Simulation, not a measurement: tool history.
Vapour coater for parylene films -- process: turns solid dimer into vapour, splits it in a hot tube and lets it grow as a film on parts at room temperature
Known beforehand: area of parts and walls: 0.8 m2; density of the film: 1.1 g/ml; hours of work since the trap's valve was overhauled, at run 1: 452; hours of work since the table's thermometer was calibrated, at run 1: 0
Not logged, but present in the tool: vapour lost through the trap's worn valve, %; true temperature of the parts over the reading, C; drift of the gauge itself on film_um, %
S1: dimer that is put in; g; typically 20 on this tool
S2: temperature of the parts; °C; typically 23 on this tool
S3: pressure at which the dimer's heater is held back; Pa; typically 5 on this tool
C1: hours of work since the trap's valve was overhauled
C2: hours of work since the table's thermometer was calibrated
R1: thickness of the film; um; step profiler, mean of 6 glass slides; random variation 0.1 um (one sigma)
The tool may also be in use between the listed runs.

run 1 day=0 | S1=20 S2=23 S3=5 | C1=452 C2=0 | R1=12.57
run 2 day=1.812 | S1=20 S2=23 S3=5 | C1=476 C2=24 | R1=12.73
run 3 day=3.875 | S1=20 S2=23 S3=5 | C1=504 C2=51 | R1=12.56
run 4 day=6.333 | S1=20 S2=23 S3=5 | C1=536 C2=84 | R1=12.52
run 5 day=8.521 | S1=20 S2=23 S3=5 | C1=566 C2=113 | R1=12.32
-- day=9.408 trap's valve overhauled
run 6 day=11.096 | S1=20 S2=23 S3=5 | C1=22 C2=145 | R1=13.58
run 7 day=13.792 | S1=19 S2=23 S3=5 | C1=58 C2=181 | R1=12.78
run 8 day=15.267 | S1=19 S2=23 S3=5 | C1=78 C2=200 | R1=12.5
run 9 day=17.446 | S1=19 S2=23 S3=4.31 | C1=107 C2=229 | R1=13.15
run 10 day=19.275 | S1=20 S2=23 S3=3.14 | C1=131 C2=254 | R1=14.83
run 11 day=20.554 | S1=20 S2=23 S3=3.14 | C1=148 C2=271 | R1=14.54
run 12 day=21.912 | S1=20 S2=23 S3=5 | C1=166 C2=289 | R1=13.33
run 13 day=24.438 | S1=20 S2=23 S3=5 | C1=200 C2=322 | R1=13.11
run 14 day=27.129 | S1=20 S2=23 S3=5 | C1=235 C2=358 | R1=13.08
run 15 day=30.046 | S1=20 S2=23 S3=5 | C1=274 C2=397 | R1=13.19
run 16 day=32.858 | S1=20 S2=23 S3=11.93 | C1=311 C2=434 | R1=10.83
run 17 day=34.988 | S1=20 S2=23 S3=11.93 | C1=340 C2=462 | R1=10.75
run 18 day=37.742 | S1=20 S2=23 S3=11.93 | C1=376 C2=499 | R1=10.64
run 19 day=39.425 | S1=20 S2=23 S3=2.89 | C1=399 C2=521 | R1=14.63
run 20 day=41.046 | S1=20 S2=23 S3=2.89 | C1=420 C2=543 | R1=14.45
run 21 day=43.4 | S1=10 S2=23 S3=5 | C1=451 C2=574 | R1=6.45
run 22 day=45.558 | S1=10 S2=23 S3=5 | C1=480 C2=603 | R1=6.35
run 23 day=48.325 | S1=18 S2=23 S3=5 | C1=517 C2=639 | R1=11.36
run 24 day=50.167 | S1=18 S2=23 S3=5 | C1=541 C2=664 | R1=11.33
run 25 day=52.225 | S1=20 S2=23 S3=2.64 | C1=568 C2=691 | R1=14.38
-- day=53.05 trap's valve overhauled
run 26 day=54.262 | S1=20 S2=16 S3=2.71 | C1=16 C2=716 | R1=20.06
run 27 day=55.562 | S1=12 S2=20 S3=6.02 | C1=33 C2=733 | R1=8.82
run 28 day=57.992 | S1=11 S2=16 S3=4.8 | C1=66 C2=766 | R1=9.7
run 29 day=60.1 | S1=11 S2=16 S3=4.8 | C1=94 C2=794 | R1=9.73
run 30 day=62.988 | S1=11 S2=28 S3=2.06 | C1=132 C2=832 | R1=7.58
run 31 day=65.883 | S1=11 S2=28 S3=2.06 | C1=170 C2=870 | R1=7.48
run 32 day=68.742 | S1=11 S2=28 S3=2.06 | C1=208 C2=908 | R1=7.39
run 33 day=71.192 | S1=36 S2=23 S3=5.22 | C1=241 C2=941 | R1=23.63
run 34 day=73.229 | S1=36 S2=23 S3=5.22 | C1=268 C2=968 | R1=23.56
run 35 day=75.054 | S1=10 S2=23 S3=5.22 | C1=292 C2=992 | R1=6.48
run 36 day=77 | S1=8 S2=19 S3=4.09 | C1=318 C2=1018 | R1=6.39
run 37 day=79.279 | S1=8 S2=19 S3=4.09 | C1=348 C2=1048 | R1=6.33
run 38 day=81.954 | S1=20 S2=19 S3=7.6 | C1=384 C2=1084 | R1=13.66
run 39 day=84.517 | S1=18 S2=19 S3=7.16 | C1=418 C2=1118 | R1=12.54
-- day=84.962 table's thermometer calibrated
run 40 day=85.9 | S1=18 S2=19 S3=7.16 | C1=436 C2=12 | R1=12.09
run 41 day=88.679 | S1=18 S2=19 S3=7.16 | C1=472 C2=49 | R1=12.05
run 42 day=90.017 | S1=11 S2=32 S3=5 | C1=490 C2=67 | R1=4.95
run 43 day=92.471 | S1=20 S2=23 S3=5.44 | C1=523 C2=100 | R1=12.15
run 44 day=94.154 | S1=25 S2=19 S3=8.33 | C1=545 C2=122 | R1=16.13
run 45 day=95.692 | S1=25 S2=19 S3=8.33 | C1=566 C2=142 | R1=16.09
-- day=96.654 trap's valve overhauled
run 46 day=97.904 | S1=34 S2=17 S3=5 | C1=17 C2=170 | R1=28.84

Table of differences, measured result less the result of that run with no hidden state. Run-to-run variation is the same in both. Gauge scatter possibly is not:
run=1 R1=-0.97
run=2 R1=-1.03
run=3 R1=-1.06
run=4 R1=-1.12
run=5 R1=-1.16
run=6 R1=-0.09
run=7 R1=-0.15
run=8 R1=-0.18
run=9 R1=-0.24
run=10 R1=-0.31
run=11 R1=-0.33
run=12 R1=-0.34
run=13 R1=-0.39
run=14 R1=-0.46
run=15 R1=-0.53
run=16 R1=-0.5
run=17 R1=-0.53
run=18 R1=-0.59
run=19 R1=-0.85
run=20 R1=-0.88
run=21 R1=-0.42
run=22 R1=-0.45
run=23 R1=-0.86
run=24 R1=-0.9
run=25 R1=-1.2
run=26 R1=+0.03
run=27 R1=-0.01
run=28 R1=-0.05
run=29 R1=-0.08
run=30 R1=-0.1
run=31 R1=-0.15
run=32 R1=-0.18
run=33 R1=-0.7
run=34 R1=-0.79
run=35 R1=-0.24
run=36 R1=-0.27
run=37 R1=-0.28
run=38 R1=-0.68
run=39 R1=-0.7
run=40 R1=-0.97
run=41 R1=-1.04
run=42 R1=-0.43
run=43 R1=-1.14
run=44 R1=-1.56
run=45 R1=-1.61
run=46 R1=-0.37
